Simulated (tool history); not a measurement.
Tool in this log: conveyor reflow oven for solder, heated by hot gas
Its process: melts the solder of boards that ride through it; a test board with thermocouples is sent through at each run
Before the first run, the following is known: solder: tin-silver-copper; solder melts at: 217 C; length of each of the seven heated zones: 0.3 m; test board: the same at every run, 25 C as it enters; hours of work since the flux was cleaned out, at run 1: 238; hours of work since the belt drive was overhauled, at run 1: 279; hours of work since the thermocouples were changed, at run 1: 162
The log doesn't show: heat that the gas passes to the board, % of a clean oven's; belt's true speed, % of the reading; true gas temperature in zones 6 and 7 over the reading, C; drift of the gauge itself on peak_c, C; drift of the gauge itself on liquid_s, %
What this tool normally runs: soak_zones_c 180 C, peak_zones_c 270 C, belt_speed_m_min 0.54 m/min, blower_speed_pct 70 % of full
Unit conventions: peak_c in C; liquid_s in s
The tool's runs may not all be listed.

run   hour  soak_zones_c  peak_zones_c  belt_speed_m_min  blower_speed_pct  hours of work since the flux was cleaned out  hours of work since the belt drive was overhauled  hours of work since the thermocouples were changed  peak_c  liquid_s
  1      0           180           270              0.54                70                                           238                                                279                                                 162   252.7      51.9
  2   12.4           180           270              0.54                70                                           243                                                285                                                 168   252.8        52
  3   26.2           180           270              0.54                70                                           250                                                291                                                 175   252.5        52
      39.1  -- flux residue cleaned out of gas plates and filters
  4   45.2           180           270              0.54                70                                             3                                                298                                                 181   253.8        53
  5   58.2           177           270              0.54                70                                             9                                                304                                                 187   253.5      51.6
  6   68.4           180           270             0.608                70                                            14                                                309                                                 192   249.8      43.9
  7   81.8           180           270             0.608                70                                            20                                                315                                                 198   249.7      43.8
  8   92.7           180           270             0.608                70                                            25                                                320                                                 203   249.8      43.8
  9  104.7           180           270             0.608                70                                            31                                                326                                                 209   249.5      43.9
 10  114.2           177           264              0.54                70                                            35                                                330                                                 213   247.8      48.2
     119.3  -- belt drive overhauled, speed set with a stopwatch
 11  129.7           177           264             0.528                55                                            41                                                  5                                                 219   244.8      45.8
 12  140.6           193           259              0.54                70                                            46                                                 10                                                 224   246.3      53.8
 13  153.6           180           262             0.617                70                                            52                                                 16                                                 230   242.6      38.2
 14    166           187           270             0.531                70                                            58                                                 22                                                 236   255.4      57.3
     179.2  -- belt drive overhauled, speed set with a stopwatch, once more
 15  182.3           187           270              0.56                70                                            63                                                  1                                                 242   253.6      52.6
 16  188.4           179           278             0.509                65                                            66                                                  4                                                 245   260.7      59.6

Consider 3 possible next runs. They are alternatives, not a sequence: every one starts from the tool as it was left by run 16. What does each give?
  A  202.4           166           270              0.51                70                                            73                                                 11                                                 251       ?         ?
  B  202.4           176           258             0.472                70                                            73                                                 11                                                 251       ?         ?
  C  202.4           188           274             0.613                70                                            73                                                 11                                                 251       ?         ?

run  peak_c  liquid_s
  A   252.8      50.6
  B   245.6        54
  C   253.9      48.2
Stripped of hidden state, with their random variation kept, the same runs would have yielded:
run  peak_c  liquid_s
  A   254.3      51.7
  B     247      55.3
  C   255.3      49.1

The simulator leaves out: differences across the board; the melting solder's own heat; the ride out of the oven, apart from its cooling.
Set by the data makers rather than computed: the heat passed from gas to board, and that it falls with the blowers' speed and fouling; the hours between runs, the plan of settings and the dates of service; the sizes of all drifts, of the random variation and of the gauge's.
